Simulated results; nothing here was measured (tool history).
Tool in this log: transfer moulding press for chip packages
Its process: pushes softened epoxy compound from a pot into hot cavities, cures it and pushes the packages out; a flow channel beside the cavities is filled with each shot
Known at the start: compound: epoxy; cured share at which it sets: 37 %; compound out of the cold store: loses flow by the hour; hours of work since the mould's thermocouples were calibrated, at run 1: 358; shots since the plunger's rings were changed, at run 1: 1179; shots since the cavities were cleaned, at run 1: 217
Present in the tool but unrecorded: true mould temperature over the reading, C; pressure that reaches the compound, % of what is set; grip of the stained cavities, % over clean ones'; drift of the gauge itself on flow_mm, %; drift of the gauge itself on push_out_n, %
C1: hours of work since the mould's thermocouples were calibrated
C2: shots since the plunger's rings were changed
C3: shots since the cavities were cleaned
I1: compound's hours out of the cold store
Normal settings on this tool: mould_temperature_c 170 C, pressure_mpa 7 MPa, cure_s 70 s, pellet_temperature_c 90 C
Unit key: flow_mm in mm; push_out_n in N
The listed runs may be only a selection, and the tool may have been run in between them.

Run 1, hour 0: usual settings; C1 358; C2 1179; C3 217; I1 18.6. Result: flow_mm 934 mm, push_out_n 331 N.
At hour 45.9: cavities cleaned with cleaning compound and waxed.
Run 2, hour 50.6: usual settings; C1 378; C2 1605; C3 41; I1 13.6. Result: flow_mm 959 mm, push_out_n 334 N.
Run 3, hour 100.2: usual settings but pressure_mpa 8.34 MPa; C1 398; C2 2035; C3 471; I1 29.1. Result: flow_mm 950 mm, push_out_n 306 N.
At hour 115.9: cavities cleaned with cleaning compound and waxed.
At hour 182.8: cavities cleaned with cleaning compound and waxed.
Run 4, hour 190.3: usual settings; C1 433; C2 2791; C3 65; I1 26.4. Result: flow_mm 871 mm, push_out_n 324 N.
Run 5, hour 234.9: usual settings; C1 451; C2 3178; C3 452; I1 45.4. Result: flow_mm 809 mm, push_out_n 300 N.
At hour 250.1: cavities cleaned with cleaning compound and waxed.
At hour 319.7: cavities cleaned with cleaning compound and waxed.
Run 6, hour 330.4: usual settings; C1 489; C2 3980; C3 93; I1 29.5. Result: flow_mm 880 mm, push_out_n 309 N.
Run 7, hour 374.9: usual settings; C1 507; C2 4367; C3 480; I1 32.3. Result: flow_mm 860 mm, push_out_n 311 N.
At hour 392.5: cavities cleaned with cleaning compound and waxed.
At hour 401.5: mould's thermocouples calibrated.
Run 8, hour 433.5: usual settings; C1 13; C2 4845; C3 339; I1 24.4. Result: flow_mm 912 mm, push_out_n 310 N.
At hour 463.8: cavities cleaned with cleaning compound and waxed.
Run 9, hour 510.6: usual settings; C1 44; C2 5501; C3 407; I1 35.5. Result: flow_mm 857 mm, push_out_n 309 N.
At hour 530.9: cavities cleaned with cleaning compound and waxed.
Run 10, hour 581: usual settings; C1 72; C2 6098; C3 434; I1 40.6. Result: flow_mm 829 mm, push_out_n 299 N.
At hour 600.7: cavities cleaned with cleaning compound and waxed.
At hour 636: plunger's sealing rings changed.
Run 11, hour 645.4: usual settings; C1 96; C2 82; C3 366; I1 39.7. Result: flow_mm 826 mm, push_out_n 303 N.
At hour 672: cavities cleaned with cleaning compound and waxed.
Run 12, hour 725.3: usual settings but cure_s 98 s; C1 128; C2 762; C3 463; I1 47.2. Result: flow_mm 785 mm, push_out_n 228 N.
At hour 740.3: cavities cleaned with cleaning compound and waxed.
Run 13, hour 771.2: usual settings but cure_s 98 s; C1 146; C2 1148; C3 269; I1 41.2. Result: flow_mm 817 mm, push_out_n 236 N.
At hour 806.3: cavities cleaned with cleaning compound and waxed.
Run 14, hour 814.8: usual settings but cure_s 78 s; C1 163; C2 1513; C3 74; I1 18.1. Result: flow_mm 937 mm, push_out_n 269 N.
Run 15, hour 868.9: usual settings but mould_temperature_c 176 C, pressure_mpa 5.71 MPa, cure_s 62 s; C1 185; C2 1982; C3 543; I1 43.8. Result: flow_mm 709 mm, push_out_n 275 N.
At hour 877.6: cavities cleaned with cleaning compound and waxed.
At hour 944.8: cavities cleaned with cleaning compound and waxed.
Run 16, hour 944.8: usual settings but pellet_temperature_c 84 C; C1 215; C2 2615; C3 0; I1 47.3. Result: flow_mm 794 mm, push_out_n 294 N.
At hour 1014.7: cavities cleaned with cleaning compound and waxed.
Run 17, hour 1036.1: usual settings but cure_s 95 s; C1 251; C2 3394; C3 185; I1 14.3. Result: flow_mm 948 mm, push_out_n 235 N.
At hour 1081.2: cavities cleaned with cleaning compound and waxed.
Run 18, hour 1124.8: usual settings but mould_temperature_c 165 C, pellet_temperature_c 83 C; C1 287; C2 4151; C3 379; I1 13.5. Result: flow_mm 977 mm, push_out_n 473 N.
At hour 1150.2: cavities cleaned with cleaning compound and waxed.
Run 19, hour 1204: usual settings but mould_temperature_c 165 C, pellet_temperature_c 83 C; C1 319; C2 4825; C3 467; I1 16.1. Result: flow_mm 970 mm, push_out_n 473 N.
At hour 1217.5: cavities cleaned with cleaning compound and waxed.
Run 20, hour 1245.9: usual settings but mould_temperature_c 165 C, cure_s 56 s, pellet_temperature_c 99 C; C1 335; C2 5175; C3 246; I1 22.6. Result: flow_mm 947 mm, push_out_n 698 N.
At hour 1287.5: cavities cleaned with cleaning compound and waxed.
Run 21, hour 1295.2: usual settings but mould_temperature_c 175 C, pressure_mpa 6.4 MPa, cure_s 82 s, pellet_temperature_c 92 C; C1 354; C2 5590; C3 67; I1 30.9. Result: flow_mm 809 mm, push_out_n 240 N.
At hour 1352.7: cavities cleaned with cleaning compound and waxed.
Run 22, hour 1356.8: usual settings but mould_temperature_c 175 C, pressure_mpa 7.02 MPa, cure_s 107 s, pellet_temperature_c 95 C; C1 379; C2 6112; C3 36; I1 16.2. Result: flow_mm 917 mm, push_out_n 218 N.
At hour 1408.8: plunger's sealing rings changed.
At hour 1421.7: cavities cleaned with cleaning compound and waxed.
Run 23, hour 1449.3: usual settings but mould_temperature_c 176 C, pressure_mpa 8.27 MPa, pellet_temperature_c 91 C; C1 415; C2 338; C3 240; I1 18.1. Result: flow_mm 994 mm, push_out_n 255 N.
At hour 1489.7: cavities cleaned with cleaning compound and waxed.
Run 24, hour 1543.6: usual settings but pellet_temperature_c 86 C; C1 452; C2 1143; C3 468; I1 18.5. Result: flow_mm 937 mm, push_out_n 338 N.
At hour 1561.8: cavities cleaned with cleaning compound and waxed.
At hour 1627.9: cavities cleaned with cleaning compound and waxed.
Run 25, hour 1627.9: usual settings but mould_temperature_c 172 C, pressure_mpa 7.38 MPa, pellet_temperature_c 86 C; C1 486; C2 1848; C3 0; I1 37.1. Result: flow_mm 866 mm, push_out_n 282 N.
Run 26, hour 1684: usual settings but mould_temperature_c 177 C, pressure_mpa 7.38 MPa, cure_s 64 s, pellet_temperature_c 92 C; C1 508; C2 2335; C3 487; I1 46.4. Result: flow_mm 801 mm, push_out_n 254 N.

What if the next run were any one of these 3? Each begins from the tool's condition after run 26:
At hour 1698.9: cavities cleaned with cleaning compound and waxed.
At hour 1705.6: mould's thermocouples calibrated.
Run A, hour 1732.9: usual settings but mould_temperature_c 176 C, pressure_mpa 6.12 MPa; C1 11; C2 2729; C3 277; I1 21.8. Result: flow_mm ?, push_out_n ?.
At hour 1698.9: cavities cleaned with cleaning compound and waxed.
At hour 1705.6: mould's thermocouples calibrated.
Run B, hour 1732.9: usual settings but mould_temperature_c 171 C, pressure_mpa 6.18 MPa, cure_s 64 s, pellet_temperature_c 92 C; C1 11; C2 2729; C3 277; I1 45.8. Result: flow_mm ?, push_out_n ?.
At hour 1698.9: cavities cleaned with cleaning compound and waxed.
At hour 1705.6: mould's thermocouples calibrated.
Run C, hour 1732.9: usual settings but mould_temperature_c 177 C, pressure_mpa 7.51 MPa, cure_s 64 s; C1 11; C2 2729; C3 277; I1 12.7. Result: flow_mm ?, push_out_n ?.

run  flow_mm  push_out_n
  A      836         251
  B      736         336
  C      959         274
Without the tool's unlogged condition, the same runs would have read:
run  flow_mm  push_out_n
  A      837         249
  B      736         333
  C      960         272
